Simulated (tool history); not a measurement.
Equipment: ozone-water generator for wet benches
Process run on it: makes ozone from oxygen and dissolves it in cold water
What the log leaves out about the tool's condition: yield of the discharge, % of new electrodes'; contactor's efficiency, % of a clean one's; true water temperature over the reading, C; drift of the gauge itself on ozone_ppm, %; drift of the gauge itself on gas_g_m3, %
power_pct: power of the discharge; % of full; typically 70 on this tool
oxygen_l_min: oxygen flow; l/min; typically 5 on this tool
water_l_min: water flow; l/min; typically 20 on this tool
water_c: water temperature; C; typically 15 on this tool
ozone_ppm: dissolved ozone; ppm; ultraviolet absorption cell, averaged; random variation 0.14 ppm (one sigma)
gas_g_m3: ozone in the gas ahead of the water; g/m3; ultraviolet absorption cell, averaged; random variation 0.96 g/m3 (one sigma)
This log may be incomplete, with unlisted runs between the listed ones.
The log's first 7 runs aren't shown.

run	hour	power_pct	oxygen_l_min	water_l_min	water_c	hours of work since the electrodes were changed	hours of work since the contactor was cleaned	hours of work since the thermometer was calibrated	ozone_ppm	gas_g_m3
8	900.7	70	8.46	20	15	4819	3458	647	15.5	115.2
9	1048.9	70	8.46	20	15	4956	3594	783	15.6	116.1
10	1202.3	70	5	26	15	5098	3736	925	11.2	140.2
11	1329	70	5	26	15	5215	3853	1042	11.4	141
# hour 1348.4: contactor cleaned
12	1415.8	70	5	26	15	5291	62	1118	11.2	139.3
13	1520.2	70	5	26	15	5388	159	1215	11	139.9
14	1694.9	70	5	26	15	5549	320	1376	11.2	140.6
15	1792.9	70	5	26	15	5639	410	1467	10.9	138.5
16	1922.4	70	5	26	17	5759	530	1586	10.5	137
17	2010.7	70	5	26	17	5841	612	1668	10.4	137.2
18	2174.4	70	4.45	25	17	5992	763	1819	10.4	143.1
19	2349.4	70	4.45	25	17	6153	924	1980	10.6	143.5
# hour 2448.6: contactor cleaned, once more
20	2455.2	70	4.45	25	17	6247	6	2074	11.3	142
21	2578	89	5.2	15	16	6360	119	2188	19.9	152.6
22	2718.7	43	5	20	8	6490	249	2318	11.8	101.9

Run 23 has not been measured yet. What should we expect?
23	2857.8	70	7.03	16	15	6619	378	2446	?	?

For run 23 the tool returned ozone_ppm 17.4 ppm, gas_g_m3 116.3 g/m3.
Without the tool's hidden state the same run would have given ozone_ppm 21.6 ppm, gas_g_m3 143.3 g/m3.

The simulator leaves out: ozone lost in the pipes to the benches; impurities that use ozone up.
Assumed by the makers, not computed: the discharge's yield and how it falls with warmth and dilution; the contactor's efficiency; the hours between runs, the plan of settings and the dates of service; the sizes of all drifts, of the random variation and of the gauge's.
